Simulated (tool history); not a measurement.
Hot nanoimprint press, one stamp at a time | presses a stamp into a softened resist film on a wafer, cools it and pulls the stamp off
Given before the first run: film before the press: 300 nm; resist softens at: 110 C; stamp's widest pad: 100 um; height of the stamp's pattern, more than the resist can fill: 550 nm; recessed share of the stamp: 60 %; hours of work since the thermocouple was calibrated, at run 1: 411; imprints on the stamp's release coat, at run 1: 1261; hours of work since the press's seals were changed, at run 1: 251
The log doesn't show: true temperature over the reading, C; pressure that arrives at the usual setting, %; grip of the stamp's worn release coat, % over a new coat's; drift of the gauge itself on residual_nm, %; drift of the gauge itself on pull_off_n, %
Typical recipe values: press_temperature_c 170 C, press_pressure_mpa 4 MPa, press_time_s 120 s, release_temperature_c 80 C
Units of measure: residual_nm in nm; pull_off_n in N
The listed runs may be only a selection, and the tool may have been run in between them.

| run | hour | press_temperature_c | press_pressure_mpa | press_time_s | release_temperature_c | hours of work since the thermocouple was calibrated | imprints on the stamp's release coat | hours of work since the press's seals were changed | residual_nm | pull_off_n |
|---|---|---|---|---|---|---|---|---|---|---|
| 1 | 0 | 170 | 4 | 120 | 80 | 411 | 1261 | 251 | 169.7 | 265 |
| 2 | 15.5 | 170 | 4 | 120 | 80 | 418 | 1291 | 258 | 171 | 254 |
| 3 | 36 | 170 | 4 | 120 | 80 | 427 | 1330 | 267 | 170.6 | 267 |
| 4 | 54.9 | 170 | 4 | 120 | 80 | 435 | 1365 | 276 | 169.4 | 268 |
| 5 | 65.2 | 170 | 4 | 120 | 80 | 440 | 1385 | 280 | 170.2 | 270 |
|  | 79.7 | plate thermocouple calibrated |
| 6 | 89.6 | 160 | 3.08 | 120 | 67 | 4 | 1426 | 290 | 261.1 | 307 |
| 7 | 100.6 | 160 | 3.08 | 120 | 67 | 9 | 1447 | 294 | 263 | 309 |
| 8 | 125.2 | 160 | 3.08 | 120 | 67 | 20 | 1493 | 305 | 262.7 | 311 |
| 9 | 137 | 160 | 4 | 214 | 75 | 25 | 1516 | 310 | 227.3 | 295 |
| 10 | 156.1 | 178 | 5.37 | 78 | 67 | 34 | 1552 | 319 | 126 | 317 |

Entry by entry between the runs, the difference in hidden state between the last listed run before and the first listed run after:
From run 5 to run 6: plate thermocouple calibrated (hour 79.7)
  true temperature over the reading, C: 0.91 -> -0.31; pressure that arrives at the usual setting, %: 98.33 -> 98.27; grip of the stamp's worn release coat, % over a new coat's: 43.6 -> 44.9
  the result without the hidden state subtracted from the measured one, residual_nm: -5.8 -> +2.1 nm; pull_off_n: +80 -> +96 N

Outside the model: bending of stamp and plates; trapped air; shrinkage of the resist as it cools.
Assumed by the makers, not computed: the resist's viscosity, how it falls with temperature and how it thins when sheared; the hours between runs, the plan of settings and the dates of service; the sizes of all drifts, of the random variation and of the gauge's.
